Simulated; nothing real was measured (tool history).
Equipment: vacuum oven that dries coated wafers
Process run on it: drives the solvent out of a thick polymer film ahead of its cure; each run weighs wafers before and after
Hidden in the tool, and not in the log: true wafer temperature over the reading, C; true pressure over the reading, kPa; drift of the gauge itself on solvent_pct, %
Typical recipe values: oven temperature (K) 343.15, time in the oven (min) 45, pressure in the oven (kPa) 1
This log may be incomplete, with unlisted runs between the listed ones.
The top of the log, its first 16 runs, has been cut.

| run | hour | oven temperature (K) | time in the oven (min) | pressure in the oven (kPa) | hours of work since the thermocouples were calibrated | hours of work since the vacuum gauge was cleaned of residue | solvent left in the film (%) |
|---|---|---|---|---|---|---|---|
| 17 | 213.3 | 354.15 | 49 | 1 | 681 | 29 | 0.18 |
|  | 225.3 | vacuum gauge cleaned of residue and calibrated, once more |
| 18 | 228.7 | 341.15 | 45 | 0.81 | 686 | 1 | 2.01 |
| 19 | 240.4 | 352.15 | 67 | 1.26 | 691 | 6 | 0.26 |
| 20 | 253 | 343.15 | 56 | 3.27 | 696 | 11 | 1.42 |
| 21 | 266.8 | 343.15 | 48 | 0.54 | 701 | 17 | 1.11 |
| 22 | 282.7 | 333.15 | 48 | 0.54 | 708 | 23 | 5.15 |
| 23 | 294.9 | 333.15 | 48 | 0.54 | 713 | 28 | 5.12 |
| 24 | 307.1 | 333.15 | 48 | 0.54 | 718 | 33 | 5.22 |
| 25 | 316.2 | 353.15 | 23 | 2.93 | 721 | 36 | 1.51 |
| 26 | 326 | 352.15 | 23 | 3.63 | 725 | 40 | 1.95 |
| 27 | 339.9 | 342.15 | 52 | 2.96 | 731 | 46 | 1.74 |
| 28 | 354.4 | 342.15 | 27 | 1 | 737 | 52 | 4.45 |
| 29 | 366.6 | 342.15 | 31 | 1.66 | 742 | 57 | 3.69 |
| 30 | 384.7 | 342.15 | 31 | 1.66 | 749 | 64 | 3.74 |

Below are 3 alternative next runs, each starting from the tool's condition after run 30. Predict each:
| A | 397.7 | 354.15 | 73 | 1.53 | 754 | 69 | ? |
| B | 397.7 | 342.15 | 31 | 2.15 | 754 | 69 | ? |
| C | 397.7 | 343.15 | 39 | 1.94 | 754 | 69 | ? |

| run | solvent left in the film (%) |
|---|---|
| A | 0.33 |
| B | 3.87 |
| C | 2.16 |
What these runs would have given with no unlogged condition in the tool:
| run | solvent left in the film (%) |
|---|---|
| A | 0.33 |
| B | 4.1 |
| C | 2.32 |
